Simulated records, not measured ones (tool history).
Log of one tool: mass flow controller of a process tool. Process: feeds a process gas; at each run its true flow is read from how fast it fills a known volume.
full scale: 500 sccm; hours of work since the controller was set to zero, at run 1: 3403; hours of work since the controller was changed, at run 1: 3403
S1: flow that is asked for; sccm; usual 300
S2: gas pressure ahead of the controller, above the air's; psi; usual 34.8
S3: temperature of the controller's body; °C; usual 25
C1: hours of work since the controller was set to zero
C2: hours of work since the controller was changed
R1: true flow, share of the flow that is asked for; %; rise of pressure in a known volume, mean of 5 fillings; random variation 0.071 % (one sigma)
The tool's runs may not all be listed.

run 1 hour=0.0 | S1=300 S2=34.8 S3=25 | C1=3403 C2=3403 | R1=99.52
run 2 hour=146.9 | S1=203 S2=34.8 S3=25 | C1=3503 C2=3503 | R1=98.91
run 3 hour=398.7 | S1=203 S2=34.8 S3=25 | C1=3673 C2=3673 | R1=98.89
run 4 hour=630.3 | S1=300 S2=34.8 S3=25 | C1=3830 C2=3830 | R1=99.49
run 5 hour=818.8 | S1=300 S2=34.8 S3=25 | C1=3958 C2=3958 | R1=99.41
run 6 hour=953.6 | S1=300 S2=34.8 S3=25 | C1=4049 C2=4049 | R1=99.36
run 7 hour=1095.9 | S1=300 S2=34.8 S3=25 | C1=4145 C2=4145 | R1=99.54
run 8 hour=1308.0 | S1=300 S2=34.8 S3=25 | C1=4289 C2=4289 | R1=99.39
run 9 hour=1545.2 | S1=300 S2=34.8 S3=25 | C1=4450 C2=4450 | R1=99.31
run 10 hour=1818.9 | S1=300 S2=34.8 S3=25 | C1=4635 C2=4635 | R1=99.34
run 11 hour=2041.1 | S1=300 S2=34.8 S3=25 | C1=4786 C2=4786 | R1=99.30
run 12 hour=2296.7 | S1=356 S2=34.8 S3=25 | C1=4959 C2=4959 | R1=99.61
run 13 hour=2431.1 | S1=356 S2=34.8 S3=25 | C1=5050 C2=5050 | R1=99.54
run 14 hour=2632.6 | S1=356 S2=34.8 S3=25 | C1=5186 C2=5186 | R1=99.58
run 15 hour=2795.3 | S1=300 S2=34.8 S3=32 | C1=5297 C2=5297 | R1=99.12
run 16 hour=2990.9 | S1=300 S2=34.8 S3=32 | C1=5429 C2=5429 | R1=99.00
run 17 hour=3226.1 | S1=300 S2=34.8 S3=25 | C1=5589 C2=5589 | R1=99.19
run 18 hour=3440.5 | S1=300 S2=40.0 S3=25 | C1=5734 C2=5734 | R1=99.15
run 19 hour=3701.6 | S1=300 S2=40.0 S3=27 | C1=5911 C2=5911 | R1=99.04
run 20 hour=3864.6 | S1=300 S2=40.0 S3=27 | C1=6021 C2=6021 | R1=99.04
run 21 hour=4049.5 | S1=300 S2=40.0 S3=27 | C1=6146 C2=6146 | R1=99.07
run 22 hour=4301.8 | S1=300 S2=40.0 S3=27 | C1=6317 C2=6317 | R1=99.11
run 23 hour=4505.6 | S1=209 S2=34.8 S3=25 | C1=6455 C2=6455 | R1=98.29
-- hour=4560.6 controller's zero set anew
run 24 hour=4768.6 | S1=439 S2=34.5 S3=28 | C1=141 C2=6633 | R1=100.71
run 25 hour=4878.8 | S1=439 S2=34.5 S3=24 | C1=216 C2=6708 | R1=100.79
run 26 hour=4990.8 | S1=439 S2=34.5 S3=24 | C1=291 C2=6784 | R1=100.86
run 27 hour=5156.1 | S1=439 S2=34.5 S3=24 | C1=403 C2=6896 | R1=100.82
run 28 hour=5313.3 | S1=53 S2=29.2 S3=21 | C1=510 C2=7002 | R1=99.60
run 29 hour=5511.3 | S1=92 S2=37.9 S3=21 | C1=644 C2=7136 | R1=100.15
run 30 hour=5730.4 | S1=300 S2=34.8 S3=22 | C1=793 C2=7285 | R1=100.63
run 31 hour=5878.9 | S1=300 S2=34.8 S3=22 | C1=893 C2=7385 | R1=100.59
run 32 hour=5995.2 | S1=300 S2=34.8 S3=22 | C1=972 C2=7464 | R1=100.78
run 33 hour=6188.9 | S1=178 S2=33.2 S3=25 | C1=1103 C2=7595 | R1=100.40
run 34 hour=6417.6 | S1=178 S2=33.2 S3=25 | C1=1258 C2=7750 | R1=100.15
run 35 hour=6611.8 | S1=181 S2=34.8 S3=21 | C1=1390 C2=7882 | R1=100.27
run 36 hour=6796.5 | S1=137 S2=33.1 S3=27 | C1=1515 C2=8007 | R1=99.79
run 37 hour=7014.6 | S1=300 S2=22.9 S3=25 | C1=1662 C2=8155 | R1=100.28
run 38 hour=7141.7 | S1=300 S2=22.9 S3=25 | C1=1749 C2=8241 | R1=100.48
run 39 hour=7393.1 | S1=300 S2=22.9 S3=25 | C1=1919 C2=8411 | R1=100.22
run 40 hour=7659.6 | S1=76 S2=40.3 S3=25 | C1=2099 C2=8592 | R1=98.79
run 41 hour=7921.3 | S1=76 S2=40.3 S3=25 | C1=2277 C2=8769 | R1=98.61
run 42 hour=8107.7 | S1=54 S2=40.3 S3=28 | C1=2403 C2=8895 | R1=97.39
run 43 hour=8235.6 | S1=54 S2=40.3 S3=28 | C1=2490 C2=8982 | R1=97.28
run 44 hour=8449.5 | S1=214 S2=36.5 S3=22 | C1=2635 C2=9127 | R1=100.15

Forecast each of these 4 alternatives for the next run:
run A hour=8590.2 | S1=317 S2=23.9 S3=22 | C1=2730 C2=9222 | R1=?
run B hour=8590.2 | S1=377 S2=32.9 S3=22 | C1=2730 C2=9222 | R1=?
run C hour=8590.2 | S1=479 S2=40.0 S3=28 | C1=2730 C2=9222 | R1=?
run D hour=8590.2 | S1=66 S2=38.3 S3=30 | C1=2730 C2=9222 | R1=?

run=A R1=100.38
run=B R1=100.56
run=C R1=100.72
run=D R1=97.54
Without the tool's hidden state the same runs would have given:
run=A R1=99.90
run=B R1=99.97
run=C R1=100.02
run=D R1=99.64
